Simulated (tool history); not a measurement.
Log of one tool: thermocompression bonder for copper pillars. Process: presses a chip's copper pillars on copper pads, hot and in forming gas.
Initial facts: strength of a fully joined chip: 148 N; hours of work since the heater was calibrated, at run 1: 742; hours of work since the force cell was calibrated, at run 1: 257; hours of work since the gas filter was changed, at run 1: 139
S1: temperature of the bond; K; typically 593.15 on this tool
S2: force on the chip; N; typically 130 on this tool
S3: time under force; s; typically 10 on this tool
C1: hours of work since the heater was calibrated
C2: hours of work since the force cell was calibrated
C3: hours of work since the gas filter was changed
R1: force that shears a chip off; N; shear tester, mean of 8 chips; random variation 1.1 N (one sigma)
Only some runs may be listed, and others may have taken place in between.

run   hour      S1   S2  S3    C1   C2   C3     R1
  1    0.0  593.15  130  10   742  257  139   86.6
  2   35.1  593.15  130  10   757  272  154   83.7
  3   77.5  593.15  130  10   774  289  171   85.4
  4  112.5  593.15  130  10   789  304  186   84.0
  5  140.9  593.15  130  10   801  315  197   81.8
  6  184.7  593.15  130  10   819  333  215   86.5
  7  206.3  593.15  130  10   828  342  224   85.3
  8  240.0  593.15  130  10   841  356  238   84.1
     250.1  -- forming gas filter changed
  9  261.0  593.15  130  10   850  365    5   86.6
 10  293.2  593.15  130  10   863  378   18   88.9
 11  319.1  593.15  130   8   874  389   28   79.7
 12  366.8  593.15  130  22   894  408   48  107.0
 13  403.4  593.15  108  10   909  423   63   78.7
 14  433.3  593.15  100  10   921  436   76   77.8
 15  460.5  576.15  100  10   932  447   87   60.4
 16  482.5  576.15  100  10   941  456   96   61.0
 17  530.4  622.15  146  11   961  476  116  115.0
 18  565.4  622.15  146  11   975  490  130  119.1
 19  599.5  607.15  113  10   990  504  144   93.1
 20  628.4  592.15  129   8  1001  516  156   77.6
 21  658.4  592.15  129   8  1014  529  168   75.7
 22  690.6  593.15   85  10  1027  542  182   69.7
 23  723.3  585.15  141  29  1041  555  195  104.6
 24  767.7  593.15   86  21  1059  574  214   87.3
 25  788.7  578.15  138   8  1068  582  222   64.2
 26  820.3  604.15  130   8  1081  595  235   87.5
     838.9  -- forming gas filter changed
 27  848.4  604.15  130   8  1092  607    4   90.9
 28  878.3  593.15  130  16  1104  619   16   98.0
 29  908.5  570.15   83  19  1117  632   29   62.5

Consider 4 possible next runs. They are alternatives, not a sequence: every one starts from the tool as it was left by run 29. What does each give?
  A  945.4  581.15  116  10  1132  647  44   ?
  B  945.4  623.15  130   5  1132  647  44   ?
  C  945.4  591.15  180  10  1132  647  44   ?
  D  945.4  605.15  130  10  1132  647  44   ?

run    R1
  A  68.8
  B  93.6
  C  94.3
  D  97.8
Had the tool no hidden state, the same runs would have come out as:
run     R1
  A   81.7
  B  105.0
  C  107.4
  D  110.2

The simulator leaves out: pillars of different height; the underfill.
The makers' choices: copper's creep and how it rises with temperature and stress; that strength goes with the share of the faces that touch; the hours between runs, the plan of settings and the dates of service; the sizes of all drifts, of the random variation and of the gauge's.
